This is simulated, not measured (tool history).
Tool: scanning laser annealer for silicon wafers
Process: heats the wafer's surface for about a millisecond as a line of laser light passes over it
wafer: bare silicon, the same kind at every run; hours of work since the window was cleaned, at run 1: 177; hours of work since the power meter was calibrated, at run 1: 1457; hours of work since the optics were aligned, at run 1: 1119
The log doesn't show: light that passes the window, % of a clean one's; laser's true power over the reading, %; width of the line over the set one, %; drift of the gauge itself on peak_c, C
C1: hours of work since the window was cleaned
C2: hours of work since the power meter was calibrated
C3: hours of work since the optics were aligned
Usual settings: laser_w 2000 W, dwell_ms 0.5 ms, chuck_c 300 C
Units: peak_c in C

run 1 hour=0 | laser_w=2000 dwell_ms=0.5 chuck_c=300 | C1=177 C2=1457 C3=1119 | peak_c=1066
run 2 hour=76.9 | laser_w=2000 dwell_ms=0.5 chuck_c=270 | C1=223 C2=1503 C3=1164 | peak_c=1037
run 3 hour=121.7 | laser_w=2000 dwell_ms=0.5 chuck_c=329 | C1=249 C2=1529 C3=1191 | peak_c=1093
run 4 hour=202.5 | laser_w=2000 dwell_ms=0.5 chuck_c=296 | C1=298 C2=1578 C3=1239 | peak_c=1062
run 5 hour=278.9 | laser_w=2000 dwell_ms=0.5 chuck_c=300 | C1=343 C2=1623 C3=1285 | peak_c=1067
run 6 hour=331.6 | laser_w=2000 dwell_ms=0.5 chuck_c=300 | C1=375 C2=1655 C3=1317 | peak_c=1062
run 7 hour=384.4 | laser_w=2000 dwell_ms=0.5 chuck_c=300 | C1=406 C2=1686 C3=1348 | peak_c=1065
run 8 hour=424 | laser_w=2000 dwell_ms=0.354 chuck_c=300 | C1=430 C2=1710 C3=1372 | peak_c=941
run 9 hour=496.9 | laser_w=1994 dwell_ms=0.354 chuck_c=300 | C1=473 C2=1753 C3=1415 | peak_c=939
-- hour=561.4 window over the wafer cleaned
run 10 hour=571.2 | laser_w=1994 dwell_ms=0.354 chuck_c=300 | C1=6 C2=1797 C3=1458 | peak_c=941
run 11 hour=637 | laser_w=1994 dwell_ms=0.447 chuck_c=300 | C1=45 C2=1836 C3=1498 | peak_c=1022
run 12 hour=676.8 | laser_w=1994 dwell_ms=0.447 chuck_c=300 | C1=69 C2=1860 C3=1521 | peak_c=1025
run 13 hour=718 | laser_w=1790 dwell_ms=0.447 chuck_c=300 | C1=94 C2=1884 C3=1546 | peak_c=933
run 14 hour=797.5 | laser_w=1790 dwell_ms=0.447 chuck_c=300 | C1=141 C2=1932 C3=1594 | peak_c=935
run 15 hour=882.9 | laser_w=1790 dwell_ms=0.447 chuck_c=300 | C1=192 C2=1983 C3=1645 | peak_c=938
run 16 hour=944.8 | laser_w=2000 dwell_ms=0.5 chuck_c=300 | C1=229 C2=2020 C3=1681 | peak_c=1066
run 17 hour=995.7 | laser_w=2000 dwell_ms=0.568 chuck_c=300 | C1=259 C2=2050 C3=1712 | peak_c=1119
run 18 hour=1059.9 | laser_w=2000 dwell_ms=0.568 chuck_c=300 | C1=298 C2=2088 C3=1750 | peak_c=1115
run 19 hour=1141.7 | laser_w=2000 dwell_ms=0.568 chuck_c=300 | C1=347 C2=2137 C3=1799 | peak_c=1116
run 20 hour=1193.1 | laser_w=2000 dwell_ms=0.568 chuck_c=300 | C1=377 C2=2168 C3=1830 | peak_c=1120
run 21 hour=1271.8 | laser_w=2082 dwell_ms=0.414 chuck_c=330 | C1=424 C2=2215 C3=1877 | peak_c=1060
run 22 hour=1343.1 | laser_w=1786 dwell_ms=0.521 chuck_c=311 | C1=467 C2=2257 C3=1919 | peak_c=995
run 23 hour=1388.7 | laser_w=2000 dwell_ms=0.453 chuck_c=300 | C1=494 C2=2285 C3=1947 | peak_c=1027
-- hour=1419 window over the wafer cleaned
-- hour=1430.6 optics aligned, line set to its width
run 24 hour=1441.5 | laser_w=2000 dwell_ms=0.453 chuck_c=300 | C1=10 C2=2312 C3=7 | peak_c=1025
run 25 hour=1482.4 | laser_w=2042 dwell_ms=0.373 chuck_c=292 | C1=35 C2=2336 C3=31 | peak_c=965

Forecast run 26:
run 26 hour=1559.8 | laser_w=2042 dwell_ms=0.373 chuck_c=292 | C1=81 C2=2383 C3=77 | peak_c=?

Run 26 gave peak_c 966 C.
Without the tool's hidden state the same run would have given peak_c 966 C.
